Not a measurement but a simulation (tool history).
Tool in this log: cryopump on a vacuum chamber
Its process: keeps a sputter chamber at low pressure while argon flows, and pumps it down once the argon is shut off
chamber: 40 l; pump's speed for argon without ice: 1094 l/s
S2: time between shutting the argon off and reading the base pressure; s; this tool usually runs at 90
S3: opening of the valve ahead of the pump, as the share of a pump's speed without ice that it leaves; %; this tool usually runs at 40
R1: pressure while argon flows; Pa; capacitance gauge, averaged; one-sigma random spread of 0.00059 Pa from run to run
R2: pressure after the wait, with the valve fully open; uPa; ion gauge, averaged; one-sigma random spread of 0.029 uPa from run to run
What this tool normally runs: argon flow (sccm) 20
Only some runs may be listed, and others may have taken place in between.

run 1 day=0.000 | argon_flow_(sccm)=20 S2=90 S3=40 | R1=0.0781 R2=2.55
run 2 day=0.638 | argon_flow_(sccm)=20 S2=90 S3=40 | R1=0.0782 R2=2.57
run 3 day=1.175 | argon_flow_(sccm)=20 S2=90 S3=40 | R1=0.0785 R2=2.56
run 4 day=1.554 | argon_flow_(sccm)=20 S2=90 S3=40 | R1=0.0771 R2=2.60
run 5 day=2.092 | argon_flow_(sccm)=20 S2=90 S3=40 | R1=0.0774 R2=2.54
run 6 day=2.529 | argon_flow_(sccm)=20 S2=90 S3=40 | R1=0.0777 R2=2.60
run 7 day=2.879 | argon_flow_(sccm)=20 S2=90 S3=40 | R1=0.0779 R2=2.69
run 8 day=3.492 | argon_flow_(sccm)=20 S2=90 S3=40 | R1=0.0782 R2=2.62
run 9 day=3.917 | argon_flow_(sccm)=18 S2=90 S3=40 | R1=0.0697 R2=2.61
run 10 day=4.375 | argon_flow_(sccm)=18 S2=90 S3=40 | R1=0.0717 R2=2.69
run 11 day=4.912 | argon_flow_(sccm)=20 S2=90 S3=42 | R1=0.0753 R2=2.76
run 12 day=5.383 | argon_flow_(sccm)=20 S2=90 S3=42 | R1=0.0753 R2=2.69
run 13 day=5.679 | argon_flow_(sccm)=32 S2=90 S3=40 | R1=0.1261 R2=2.72
run 14 day=5.979 | argon_flow_(sccm)=20 S2=90 S3=40 | R1=0.0779 R2=2.69
run 15 day=6.358 | argon_flow_(sccm)=19 S2=90 S3=40 | R1=0.0757 R2=2.72
run 16 day=6.742 | argon_flow_(sccm)=19 S2=90 S3=40 | R1=0.0751 R2=2.80
run 17 day=7.046 | argon_flow_(sccm)=13 S2=55 S3=33 | R1=0.0598 R2=3.56
run 18 day=7.350 | argon_flow_(sccm)=20 S2=90 S3=39 | R1=0.0821 R2=2.75
run 19 day=7.662 | argon_flow_(sccm)=12 S2=32 S3=53 | R1=0.0360 R2=4.90
run 20 day=8.154 | argon_flow_(sccm)=16 S2=53 S3=53 | R1=0.0488 R2=3.53
run 21 day=8.708 | argon_flow_(sccm)=20 S2=65 S3=16 | R1=0.1943 R2=3.23
run 22 day=9.083 | argon_flow_(sccm)=29 S2=32 S3=40 | R1=0.1151 R2=4.85
run 23 day=9.429 | argon_flow_(sccm)=29 S2=32 S3=40 | R1=0.1137 R2=4.95
run 24 day=10.058 | argon_flow_(sccm)=11 S2=53 S3=30 | R1=0.0570 R2=3.57
run 25 day=10.496 | argon_flow_(sccm)=11 S2=53 S3=30 | R1=0.0571 R2=3.60
run 26 day=10.804 | argon_flow_(sccm)=26 S2=139 S3=59 | R1=0.0701 R2=2.41
run 27 day=11.221 | argon_flow_(sccm)=19 S2=90 S3=26 | R1=0.1144 R2=2.72
run 28 day=11.500 | argon_flow_(sccm)=19 S2=90 S3=40 | R1=0.0755 R2=2.79
run 29 day=12.046 | argon_flow_(sccm)=19 S2=90 S3=43 | R1=0.0704 R2=2.75
run 30 day=12.583 | argon_flow_(sccm)=19 S2=70 S3=43 | R1=0.0702 R2=3.12
run 31 day=13.200 | argon_flow_(sccm)=21 S2=90 S3=51 | R1=0.0670 R2=2.84

Predict each of these 5 candidate next runs independently; none follows another, all start after run 31:
run A day=13.562 | argon_flow_(sccm)=21 S2=90 S3=33 | R1=? R2=?
run B day=13.562 | argon_flow_(sccm)=11 S2=243 S3=17 | R1=? R2=?
run C day=13.562 | argon_flow_(sccm)=18 S2=259 S3=40 | R1=? R2=?
run D day=13.562 | argon_flow_(sccm)=19 S2=32 S3=40 | R1=? R2=?
run E day=13.562 | argon_flow_(sccm)=20 S2=111 S3=21 | R1=? R2=?

run=A R1=0.1014 R2=2.90
run=B R1=0.1009 R2=2.11
run=C R1=0.0722 R2=2.14
run=D R1=0.0756 R2=4.89
run=E R1=0.1499 R2=2.63
With no hidden state in the tool, these same runs would have given:
run=A R1=0.0987 R2=1.45
run=B R1=0.0995 R2=0.70
run=C R1=0.0699 R2=0.69
run=D R1=0.0732 R2=3.46
run=E R1=0.1474 R2=1.20

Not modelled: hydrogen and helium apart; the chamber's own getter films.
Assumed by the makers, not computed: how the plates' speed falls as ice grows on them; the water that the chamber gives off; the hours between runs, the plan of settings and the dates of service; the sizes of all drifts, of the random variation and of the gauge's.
